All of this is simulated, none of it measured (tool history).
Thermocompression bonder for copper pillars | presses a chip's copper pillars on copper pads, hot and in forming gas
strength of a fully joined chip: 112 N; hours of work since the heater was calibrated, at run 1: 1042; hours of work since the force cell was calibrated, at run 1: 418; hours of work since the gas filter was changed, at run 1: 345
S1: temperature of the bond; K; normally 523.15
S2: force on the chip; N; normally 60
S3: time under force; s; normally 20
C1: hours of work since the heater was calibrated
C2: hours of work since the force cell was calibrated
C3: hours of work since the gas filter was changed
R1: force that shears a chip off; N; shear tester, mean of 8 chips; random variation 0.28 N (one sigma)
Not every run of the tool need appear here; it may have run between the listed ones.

run 1 day=0.000 | S1=523.15 S2=60 S3=20 | C1=1042 C2=418 C3=345 | R1=56.6
run 2 day=1.158 | S1=523.15 S2=60 S3=20 | C1=1057 C2=432 C3=360 | R1=56.7
run 3 day=2.746 | S1=523.15 S2=60 S3=20 | C1=1076 C2=452 C3=379 | R1=56.6
-- day=3.938 heater calibrated with a thermocouple chip
run 4 day=4.912 | S1=523.15 S2=60 S3=17 | C1=12 C2=477 C3=404 | R1=47.4
run 5 day=6.262 | S1=523.15 S2=60 S3=17 | C1=28 C2=493 C3=421 | R1=47.9
-- day=7.029 forming gas filter changed
run 6 day=8.171 | S1=523.15 S2=60 S3=20 | C1=51 C2=516 C3=14 | R1=52.3
run 7 day=9.633 | S1=523.15 S2=60 S3=20 | C1=69 C2=534 C3=32 | R1=52.6
run 8 day=11.358 | S1=523.15 S2=60 S3=20 | C1=90 C2=555 C3=53 | R1=52.2
run 9 day=13.450 | S1=523.15 S2=60 S3=20 | C1=115 C2=580 C3=78 | R1=52.5
run 10 day=14.533 | S1=523.15 S2=60 S3=20 | C1=129 C2=594 C3=91 | R1=52.8
run 11 day=16.400 | S1=523.15 S2=60 S3=20 | C1=151 C2=616 C3=114 | R1=52.2
run 12 day=18.358 | S1=523.15 S2=60 S3=41 | C1=175 C2=640 C3=138 | R1=66.7
run 13 day=19.942 | S1=523.15 S2=57 S3=41 | C1=194 C2=659 C3=157 | R1=63.4
run 14 day=21.933 | S1=523.15 S2=57 S3=41 | C1=219 C2=684 C3=181 | R1=64.4
run 15 day=23.762 | S1=546.15 S2=57 S3=41 | C1=241 C2=706 C3=203 | R1=74.9
run 16 day=25.296 | S1=523.15 S2=60 S3=23 | C1=259 C2=724 C3=222 | R1=54.8
run 17 day=27.129 | S1=523.15 S2=45 S3=23 | C1=282 C2=747 C3=244 | R1=40.8
run 18 day=28.104 | S1=541.15 S2=60 S3=20 | C1=294 C2=759 C3=256 | R1=60.8
run 19 day=29.854 | S1=523.15 S2=60 S3=21 | C1=315 C2=780 C3=278 | R1=52.5
run 20 day=31.300 | S1=518.15 S2=56 S3=21 | C1=332 C2=797 C3=295 | R1=46.4
run 21 day=32.621 | S1=496.15 S2=42 S3=28 | C1=348 C2=814 C3=311 | R1=30.2
run 22 day=33.562 | S1=523.15 S2=60 S3=41 | C1=360 C2=825 C3=323 | R1=65.1
run 23 day=34.488 | S1=524.15 S2=60 S3=20 | C1=371 C2=836 C3=334 | R1=52.4
run 24 day=35.796 | S1=524.15 S2=77 S3=40 | C1=387 C2=852 C3=350 | R1=79.5
run 25 day=37.425 | S1=540.15 S2=60 S3=20 | C1=407 C2=872 C3=370 | R1=59.6
run 26 day=39.262 | S1=523.15 S2=56 S3=20 | C1=429 C2=894 C3=392 | R1=47.9
run 27 day=40.233 | S1=504.15 S2=59 S3=11 | C1=441 C2=906 C3=404 | R1=33.4
run 28 day=41.267 | S1=551.15 S2=80 S3=11 | C1=454 C2=919 C3=416 | R1=68.5
-- day=42.458 forming gas filter changed
run 29 day=43.329 | S1=511.15 S2=57 S3=33 | C1=478 C2=943 C3=11 | R1=55.0
run 30 day=45.325 | S1=497.15 S2=73 S3=46 | C1=503 C2=968 C3=35 | R1=68.1
run 31 day=47.250 | S1=504.15 S2=73 S3=23 | C1=526 C2=991 C3=58 | R1=57.6
run 32 day=49.008 | S1=517.15 S2=60 S3=57 | C1=547 C2=1012 C3=80 | R1=71.6
run 33 day=50.296 | S1=517.15 S2=60 S3=57 | C1=563 C2=1028 C3=95 | R1=71.2
run 34 day=52.058 | S1=517.15 S2=78 S3=57 | C1=585 C2=1050 C3=117 | R1=85.2
run 35 day=53.133 | S1=527.15 S2=78 S3=55 | C1=598 C2=1063 C3=130 | R1=89.1
run 36 day=54.888 | S1=527.15 S2=47 S3=55 | C1=619 C2=1084 C3=151 | R1=62.0
run 37 day=56.183 | S1=515.15 S2=86 S3=54 | C1=635 C2=1100 C3=167 | R1=88.1

Hidden state or all else? Some run-to-run changes of R1, split into what the settings, what came in and random variation would give without the hidden state, and what is left for the hidden state (with any gauge scatter that isn't in both results):
Hidden state at play: true temperature of the bond over the reading, C; force that reaches the chip, % of what is set; oxide that the forming gas leaves, % of the face; drift of the gauge itself on shear_n, %.
Run 3 -> 4: S3 20 -> 17, heater calibrated with a thermocouple chip. R1 -9.2 N: hidden state -6.0, all else -3.2.
Run 5 -> 6: S3 17 -> 20, forming gas filter changed. R1 +4.4 N: hidden state +2.0, all else +2.4.
Run 21 -> 22: S1 496.15 -> 523.15, S2 42 -> 60, S3 28 -> 41. R1 +34.9 N: hidden state -1.5, all else +36.4.
Run 23 -> 24: S2 60 -> 77, S3 20 -> 40. R1 +27.1 N: hidden state -1.0, all else +28.1.
Run 27 -> 28: S1 504.15 -> 551.15, S2 59 -> 80. R1 +35.1 N: hidden state -2.0, all else +37.1.
Run 28 -> 29: S1 551.15 -> 511.15, S2 80 -> 57, S3 11 -> 33, forming gas filter changed. R1 -13.5 N: hidden state +3.3, all else -16.8.
